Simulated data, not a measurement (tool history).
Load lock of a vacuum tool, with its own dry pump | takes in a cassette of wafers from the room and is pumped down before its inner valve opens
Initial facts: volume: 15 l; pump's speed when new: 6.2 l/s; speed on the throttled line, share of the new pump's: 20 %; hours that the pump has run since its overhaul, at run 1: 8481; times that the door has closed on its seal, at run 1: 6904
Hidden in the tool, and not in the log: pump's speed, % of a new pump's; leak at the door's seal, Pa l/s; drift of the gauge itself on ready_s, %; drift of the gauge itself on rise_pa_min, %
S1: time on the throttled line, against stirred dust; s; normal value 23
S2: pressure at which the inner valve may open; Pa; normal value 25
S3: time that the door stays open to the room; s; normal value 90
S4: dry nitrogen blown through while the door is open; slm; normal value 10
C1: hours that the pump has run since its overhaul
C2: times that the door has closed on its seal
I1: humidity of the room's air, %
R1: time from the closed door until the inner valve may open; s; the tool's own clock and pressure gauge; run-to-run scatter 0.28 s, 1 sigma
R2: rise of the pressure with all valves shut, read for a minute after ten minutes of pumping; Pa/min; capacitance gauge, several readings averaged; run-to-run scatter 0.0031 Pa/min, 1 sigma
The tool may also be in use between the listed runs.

run,day,S1,S2,S3,S4,C1,C2,I1,R1,R2
1,0,23,25,90,10,8481,6904,43.1,38.2,0.072
2,5.804,23,35,90,10,8620,7204,42.6,37.6,0.07
3,13.058,23,35,90,10,8794,7580,42.7,37.5,0.08
4,19.696,23,35,90,10,8954,7923,48.7,36.9,0.078
5,29.129,23,25,90,10,9180,8411,42.8,38.4,0.075
6,39.167,23,25,90,10,9421,8931,47.1,38.2,0.075
7,47.796,23,25,90,10,9628,9378,46.6,38.3,0.078
8,55.104,21,25,90,10,9804,9756,48.3,36.9,0.079
9,64.688,21,25,90,10,10034,10252,42.7,36.8,0.071
10,69.104,21,25,90,10,10140,10481,43.7,37.2,0.069
11,77.417,23,25,72,10,10339,10911,46.4,38.5,0.071
12,83.529,23,25,90,10,10486,11227,44.3,38.3,0.075
13,93.942,23,29,90,10,10736,11766,44.4,37.6,0.072
14,103.917,23,25,90,19,10975,12283,45.9,38.5,0.063
15,111.908,23,25,90,19,11167,12696,43.3,37.8,0.055
16,117.325,23,25,90,19,11297,12977,41.1,38.9,0.052
17,123.012,23,25,228,10,11433,13271,44.7,38.3,0.127
18,132.983,23,25,90,10,11673,13787,46.1,38.7,0.084
19,139.575,23,37,95,26,11831,14128,42.9,37.3,0.052
20,145.608,23,37,95,26,11976,14441,42,37.1,0.052
21,155.625,23,37,95,26,12216,14959,44.1,37,0.051
22,163.254,14,22,47,26,12399,15354,42.6,31.1,0.036
23,168.529,14,22,47,26,12526,15627,44.7,31.6,0.035
24,177.7,14,22,47,26,12746,16102,44.7,31.5,0.04
25,186.567,23,25,73,10,12959,16561,45.6,38.3,0.068
26,191.9,35,21,66,7,13087,16837,46.7,48.2,0.074

Run 27 comes next. What will it give?
27,201.692,35,21,66,7,13322,17344,42.9,?,?

Run 27 gave R1 48.1 s, R2 0.071 Pa/min.
Minus the tool's unlogged condition, the same run would have read R1 48.1 s, R2 0.071 Pa/min.
